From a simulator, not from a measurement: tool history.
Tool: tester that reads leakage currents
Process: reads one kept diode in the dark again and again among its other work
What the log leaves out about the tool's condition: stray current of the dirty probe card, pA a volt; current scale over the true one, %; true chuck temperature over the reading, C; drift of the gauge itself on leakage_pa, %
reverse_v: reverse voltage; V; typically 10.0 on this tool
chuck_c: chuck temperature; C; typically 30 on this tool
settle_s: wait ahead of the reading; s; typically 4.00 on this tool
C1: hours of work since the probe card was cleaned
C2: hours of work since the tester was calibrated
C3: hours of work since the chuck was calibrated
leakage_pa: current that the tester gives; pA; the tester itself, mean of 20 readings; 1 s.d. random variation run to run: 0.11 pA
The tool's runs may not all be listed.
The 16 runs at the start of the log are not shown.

Run 17, hour 1166.3: usual settings but chuck_c 24 C; C1 985; C2 745; C3 805. Result: leakage_pa 19.28 pA.
Run 18, hour 1220.0: usual settings but reverse_v 7.7 V, chuck_c 24 C, settle_s 0.96 s; C1 1007; C2 767; C3 827. Result: leakage_pa 19.08 pA.
Run 19, hour 1286.7: usual settings but reverse_v 12.0 V, chuck_c 24 C, settle_s 0.96 s; C1 1036; C2 795; C3 855. Result: leakage_pa 24.04 pA.
Run 20, hour 1381.6: usual settings but reverse_v 11.6 V, chuck_c 22 C, settle_s 0.51 s; C1 1076; C2 835; C3 895. Result: leakage_pa 23.58 pA.
Run 21, hour 1440.2: usual settings but reverse_v 2.7 V, settle_s 0.53 s; C1 1100; C2 860; C3 920. Result: leakage_pa 19.22 pA.
Run 22, hour 1524.3: usual settings but reverse_v 15.6 V, chuck_c 29 C, settle_s 3.65 s; C1 1136; C2 895; C3 955. Result: leakage_pa 36.17 pA.
Run 23, hour 1623.5: usual settings but reverse_v 15.6 V, chuck_c 47 C, settle_s 0.73 s; C1 1177; C2 937; C3 997. Result: leakage_pa 153.93 pA.
Run 24, hour 1713.3: usual settings but reverse_v 13.1 V, chuck_c 48 C; C1 1215; C2 975; C3 1035. Result: leakage_pa 148.41 pA.
Run 25, hour 1782.1: usual settings but reverse_v 6.1 V, chuck_c 48 C, settle_s 0.41 s; C1 1244; C2 1004; C3 1064. Result: leakage_pa 110.78 pA.
Run 26, hour 1827.0: usual settings but reverse_v 6.1 V, chuck_c 48 C, settle_s 0.41 s; C1 1263; C2 1023; C3 1083. Result: leakage_pa 109.92 pA.
Run 27, hour 1933.5: usual settings but chuck_c 31 C, settle_s 0.91 s; C1 1308; C2 1067; C3 1128. Result: leakage_pa 37.19 pA.
Run 28, hour 2008.2: usual settings but chuck_c 26 C; C1 1339; C2 1099; C3 1159. Result: leakage_pa 22.97 pA.
Run 29, hour 2059.4: usual settings but chuck_c 26 C; C1 1361; C2 1120; C3 1181. Result: leakage_pa 22.84 pA.
Run 30, hour 2127.4: usual settings but chuck_c 26 C; C1 1389; C2 1149; C3 1209. Result: leakage_pa 22.81 pA.
Run 31, hour 2226.7: usual settings but reverse_v 2.4 V, chuck_c 38 C, settle_s 0.40 s; C1 1431; C2 1191; C3 1251. Result: leakage_pa 34.34 pA.
Run 32, hour 2319.1: usual settings but reverse_v 1.9 V; C1 1470; C2 1230; C3 1290. Result: leakage_pa 15.40 pA.
Run 33, hour 2423.5: usual settings but reverse_v 1.9 V; C1 1514; C2 1274; C3 1334. Result: leakage_pa 15.30 pA.
Run 34, hour 2526.3: usual settings but reverse_v 1.9 V, chuck_c 22 C; C1 1557; C2 1317; C3 1377. Result: leakage_pa 7.65 pA.

5 options for the next run, each taken on its own from the tool as it stands now. Forecast them:
Run A, hour 2629.2: usual settings but reverse_v 2.9 V, chuck_c 22 C, settle_s 0.87 s; C1 1601; C2 1360; C3 1420. Result: leakage_pa ?.
Run B, hour 2629.2: usual settings but settle_s 3.46 s; C1 1601; C2 1360; C3 1420. Result: leakage_pa ?.
Run C, hour 2629.2: usual settings but reverse_v 1.3 V, chuck_c 36 C, settle_s 1.41 s; C1 1601; C2 1360; C3 1420. Result: leakage_pa ?.
Run D, hour 2629.2: usual settings but reverse_v 2.3 V, chuck_c 36 C, settle_s 0.94 s; C1 1601; C2 1360; C3 1420. Result: leakage_pa ?.
Run E, hour 2629.2: usual settings but reverse_v 9.0 V, settle_s 4.22 s; C1 1601; C2 1360; C3 1420. Result: leakage_pa ?.

run  leakage_pa
  A       10.11
  B       32.10
  C       21.46
  D       28.00
  E       30.44
What these runs would have given with no unlogged condition in the tool:
run  leakage_pa
  A       10.10
  B       32.07
  C       21.46
  D       28.00
  E       30.41
